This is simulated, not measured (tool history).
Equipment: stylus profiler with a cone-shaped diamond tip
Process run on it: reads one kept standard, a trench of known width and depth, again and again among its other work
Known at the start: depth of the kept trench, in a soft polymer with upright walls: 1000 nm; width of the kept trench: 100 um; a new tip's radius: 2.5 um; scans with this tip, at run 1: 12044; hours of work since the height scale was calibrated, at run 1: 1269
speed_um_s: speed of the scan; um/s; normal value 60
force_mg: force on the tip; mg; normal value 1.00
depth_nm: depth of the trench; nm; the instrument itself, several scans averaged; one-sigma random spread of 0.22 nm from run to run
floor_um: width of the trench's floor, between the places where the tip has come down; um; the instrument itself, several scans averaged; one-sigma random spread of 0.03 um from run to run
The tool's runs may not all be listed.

| run | day | speed_um_s | force_mg | scans with this tip | hours of work since the height scale was calibrated | depth_nm | floor_um |
|---|---|---|---|---|---|---|---|
| 1 | 0.000 | 60 | 1.00 | 12044 | 1269 | 1010.99 | 92.98 |
|  | 1.858 | new tip fitted, height scale calibrated |
| 2 | 3.112 | 214 | 1.00 | 127 | 13 | 1005.53 | 94.33 |
| 3 | 5.750 | 217 | 1.00 | 394 | 41 | 1005.56 | 94.28 |
| 4 | 8.738 | 217 | 1.00 | 696 | 73 | 1005.48 | 94.24 |
| 5 | 10.604 | 217 | 1.00 | 884 | 93 | 1006.21 | 94.14 |
| 6 | 12.129 | 217 | 0.79 | 1038 | 109 | 1004.95 | 93.90 |
| 7 | 15.088 | 137 | 2.04 | 1337 | 141 | 1009.57 | 94.87 |
| 8 | 17.917 | 137 | 2.04 | 1623 | 171 | 1009.67 | 94.80 |
|  | 18.117 | height scale calibrated on a step standard |
| 9 | 19.346 | 53 | 0.37 | 1765 | 13 | 1004.40 | 94.83 |
| 10 | 22.000 | 53 | 0.37 | 2034 | 41 | 1004.71 | 94.75 |
| 11 | 23.800 | 23 | 0.36 | 2215 | 60 | 1004.53 | 95.00 |

Forecast each of these 3 alternatives for the next run:
| A | 26.438 | 116 | 1.00 | 2482 | 89 | ? | ? |
| B | 26.438 | 91 | 0.78 | 2482 | 89 | ? | ? |
| C | 26.438 | 234 | 1.00 | 2482 | 89 | ? | ? |

| run | depth_nm | floor_um |
|---|---|---|
| A | 1007.09 | 94.42 |
| B | 1006.67 | 94.55 |
| C | 1007.80 | 93.54 |
What these runs would have given with no unlogged condition in the tool:
| run | depth_nm | floor_um |
|---|---|---|
| A | 1004.79 | 95.15 |
| B | 1004.37 | 95.29 |
| C | 1005.50 | 94.28 |
